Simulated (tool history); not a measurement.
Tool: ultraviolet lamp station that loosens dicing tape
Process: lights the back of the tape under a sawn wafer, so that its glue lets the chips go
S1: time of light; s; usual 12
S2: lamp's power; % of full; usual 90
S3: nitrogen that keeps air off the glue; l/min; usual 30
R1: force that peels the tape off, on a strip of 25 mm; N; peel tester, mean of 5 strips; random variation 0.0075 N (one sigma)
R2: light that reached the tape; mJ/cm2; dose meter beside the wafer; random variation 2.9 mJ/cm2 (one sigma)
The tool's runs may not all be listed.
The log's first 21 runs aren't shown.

Run 22, day 21.408: usual settings but S1 15 s, S2 84 % of full, S3 23 l/min. Result: R1 0.283 N, R2 438 mJ/cm2.
Run 23, day 22.542: usual settings but S1 17 s, S2 85 % of full, S3 23 l/min. Result: R1 0.249 N, R2 501 mJ/cm2.
Run 24, day 23.162: usual settings but S1 19 s. Result: R1 0.221 N, R2 592 mJ/cm2.
Run 25, day 23.85: usual settings but S1 10 s, S3 22 l/min. Result: R1 0.477 N, R2 313 mJ/cm2.
Run 26, day 25.288: usual settings but S1 17 s, S2 72 % of full. Result: R1 0.281 N, R2 413 mJ/cm2.
At day 26.108: window cleaned of glue's vapour.
Run 27, day 26.721: usual settings but S1 17 s, S2 69 % of full, S3 22 l/min. Result: R1 0.293 N, R2 424 mJ/cm2.
Run 28, day 27.467: usual settings but S1 8 s, S2 94 % of full, S3 10 l/min. Result: R1 0.719 N, R2 276 mJ/cm2.
Run 29, day 28.908: usual settings but S1 8 s, S2 72 % of full, S3 56 l/min. Result: R1 0.662 N, R2 209 mJ/cm2.
Run 30, day 29.883: usual settings but S1 8 s, S2 72 % of full, S3 56 l/min. Result: R1 0.677 N, R2 209 mJ/cm2.
Run 31, day 30.692: usual settings but S1 9 s, S2 93 % of full. Result: R1 0.462 N, R2 297 mJ/cm2.
Run 32, day 31.417: usual settings but S1 21 s, S3 41 l/min. Result: R1 0.2 N, R2 682 mJ/cm2.
Run 33, day 32.771: usual settings but S1 21 s, S3 41 l/min. Result: R1 0.2 N, R2 678 mJ/cm2.
Run 34, day 33.912: usual settings but S1 18 s, S3 55 l/min. Result: R1 0.211 N, R2 568 mJ/cm2.
Run 35, day 35.171: usual settings but S1 18 s, S3 55 l/min. Result: R1 0.212 N, R2 561 mJ/cm2.
Run 36, day 36.333: usual settings but S2 60 % of full, S3 14 l/min. Result: R1 0.715 N, R2 247 mJ/cm2.
Run 37, day 37.312: usual settings but S2 60 % of full, S3 57 l/min. Result: R1 0.517 N, R2 252 mJ/cm2.
Run 38, day 37.979: usual settings but S1 17 s, S2 99 % of full, S3 49 l/min. Result: R1 0.202 N, R2 580 mJ/cm2.

5 ways to go on from here, each from the tool as it stands after run 38. What would each give?
Run A, day 39.225: usual settings but S1 17 s, S2 98 % of full, S3 47 l/min. Result: R1 ?, R2 ?.
Run B, day 39.225: usual settings but S1 14 s, S2 79 % of full. Result: R1 ?, R2 ?.
Run C, day 39.225: usual settings but S1 17 s, S2 92 % of full, S3 49 l/min. Result: R1 ?, R2 ?.
Run D, day 39.225: usual settings but S1 21 s, S2 80 % of full. Result: R1 ?, R2 ?.
Run E, day 39.225: usual settings but S1 17 s, S2 79 % of full, S3 49 l/min. Result: R1 ?, R2 ?.

run     R1   R2
  A  0.214  566
  B  0.327  381
  C  0.217  536
  D  0.217  568
  E  0.238  455
Without the tool's hidden state the same runs would have given:
run     R1   R2
  A  0.205  662
  B   0.27  445
  C  0.204  627
  D  0.203  666
  E  0.215  533
